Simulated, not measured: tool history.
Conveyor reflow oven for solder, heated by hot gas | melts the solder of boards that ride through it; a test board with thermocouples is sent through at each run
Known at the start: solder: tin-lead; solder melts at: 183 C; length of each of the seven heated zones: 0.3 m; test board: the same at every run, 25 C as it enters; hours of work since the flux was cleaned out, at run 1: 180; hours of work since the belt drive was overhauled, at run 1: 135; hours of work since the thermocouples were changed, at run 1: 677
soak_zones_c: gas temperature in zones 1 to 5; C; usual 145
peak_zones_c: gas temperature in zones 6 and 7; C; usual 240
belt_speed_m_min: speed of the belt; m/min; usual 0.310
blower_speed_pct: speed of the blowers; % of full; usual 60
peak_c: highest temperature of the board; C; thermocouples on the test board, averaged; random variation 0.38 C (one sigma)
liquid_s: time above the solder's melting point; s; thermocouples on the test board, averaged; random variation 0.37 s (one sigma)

run,day,soak_zones_c,peak_zones_c,belt_speed_m_min,blower_speed_pct,hours of work since the flux was cleaned out,hours of work since the belt drive was overhauled,hours of work since the thermocouples were changed,peak_c,liquid_s
1,0.000,145,240,0.310,60,180,135,677,220.9,95.6
2,1.812,145,240,0.310,71,198,153,695,223.5,99.0
3,3.508,145,240,0.310,60,215,170,712,220.5,95.9
4,6.071,145,240,0.310,60,241,196,738,220.4,95.6
5,8.600,145,240,0.310,60,266,221,763,220.8,94.7
# day 10.350: flux residue cleaned out of gas plates and filters
6,10.988,145,240,0.310,60,6,243,785,220.9,95.3
7,13.329,145,240,0.310,60,30,267,809,221.7,95.6
8,14.842,145,240,0.310,84,45,282,824,226.2,101.6
9,16.604,145,240,0.310,60,63,299,841,220.3,95.6
10,17.958,145,240,0.310,60,76,313,855,220.1,95.4
11,19.496,145,240,0.310,60,92,328,870,220.5,95.2
12,20.667,145,240,0.310,60,103,340,882,221.0,95.8
13,23.421,145,240,0.310,60,131,368,910,220.7,95.1
14,24.583,145,240,0.310,60,143,379,921,220.0,95.3
15,26.917,145,240,0.310,60,166,403,945,220.0,94.8
16,28.367,133,246,0.310,60,181,417,959,223.2,91.7
17,29.850,160,247,0.288,58,195,432,974,231.6,123.8
18,32.271,140,240,0.310,59,220,456,998,218.6,90.5
# day 32.575: belt drive overhauled, speed set with a stopwatch
19,33.712,137,238,0.310,60,232,11,1011,216.6,87.5
20,35.638,137,238,0.310,60,252,31,1031,217.7,87.3
21,37.612,137,240,0.310,60,272,51,1050,218.1,89.3
# day 38.942: flux residue cleaned out of gas plates and filters
22,39.362,147,240,0.320,60,4,66,1066,219.9,94.1
23,40.646,135,249,0.257,68,17,79,1079,235.4,126.8
24,42.650,135,249,0.257,68,37,99,1099,235.3,126.4
25,44.779,145,246,0.322,60,58,120,1120,224.2,95.9
26,47.029,145,242,0.322,60,81,143,1143,221.1,92.8
# day 48.379: belt drive overhauled, speed set with a stopwatch, once more
27,48.696,154,240,0.344,60,96,3,1158,218.4,87.8
28,50.571,154,240,0.344,60,115,22,1176,218.4,86.6
29,53.204,151,230,0.336,59,141,48,1203,210.1,76.9

5 ways to go on from here, each from the tool as it stands after run 29. What would each give?
A,54.621,145,240,0.310,53,155,63,1217,?,?
B,54.621,157,252,0.310,83,155,63,1217,?,?
C,54.621,145,240,0.365,60,155,63,1217,?,?
D,54.621,149,242,0.336,51,155,63,1217,?,?
E,54.621,131,230,0.362,80,155,63,1217,?,?

run,peak_c,liquid_s
A,217.2,91.2
B,237.9,115.9
C,214.7,72.5
D,216.6,83.8
E,209.1,62.0
Without the tool's hidden state the same runs would have given:
run,peak_c,liquid_s
A,220.7,95.6
B,241.8,118.1
C,218.3,76.7
D,220.1,88.0
E,212.9,66.9
